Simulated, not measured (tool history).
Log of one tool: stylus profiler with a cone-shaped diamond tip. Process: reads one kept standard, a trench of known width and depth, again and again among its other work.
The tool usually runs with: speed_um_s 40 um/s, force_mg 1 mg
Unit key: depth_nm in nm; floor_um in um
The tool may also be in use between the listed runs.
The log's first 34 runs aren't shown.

| run | hour | speed_um_s | force_mg | depth_nm | floor_um |
|---|---|---|---|---|---|
| 35 | 3118.3 | 28 | 1 | 100.65 | 17.41 |
| 36 | 3196.1 | 28 | 1 | 100.69 | 17.35 |
| 37 | 3294.7 | 45 | 0.34 | 100.56 | 17.16 |
| 38 | 3397.9 | 34 | 0.53 | 100.57 | 17.24 |
| 39 | 3495.8 | 18 | 0.4 | 100.61 | 17.32 |
|  | 3538.3 | height scale calibrated on a step standard |
| 40 | 3600.5 | 88 | 1.15 | 100.32 | 17.13 |
| 41 | 3675.8 | 22 | 2.75 | 100.65 | 17.38 |
| 42 | 3728.6 | 21 | 1.38 | 100.4 | 17.36 |
| 43 | 3837.6 | 21 | 1.38 | 100.42 | 17.34 |
| 44 | 3941 | 21 | 1.38 | 100.44 | 17.35 |
| 45 | 4025.6 | 40 | 1.06 | 100.36 | 17.2 |
| 46 | 4123 | 17 | 1.42 | 100.46 | 17.36 |

Below are 4 alternative next runs, each starting from the tool's condition after run 46. Predict each:
| A | 4251.2 | 12 | 0.4 | ? | ? |
| B | 4251.2 | 10 | 0.55 | ? | ? |
| C | 4251.2 | 10 | 0.36 | ? | ? |
| D | 4251.2 | 51 | 1 | ? | ? |

| run | depth_nm | floor_um |
|---|---|---|
| A | 100.22 | 17.24 |
| B | 100.28 | 17.39 |
| C | 100.23 | 17.25 |
| D | 100.42 | 17.17 |
Stripped of hidden state, with their random variation kept, the same runs would have yielded:
| run | depth_nm | floor_um |
|---|---|---|
| A | 100.16 | 17.87 |
| B | 100.22 | 18.01 |
| C | 100.17 | 17.88 |
| D | 100.36 | 17.8 |
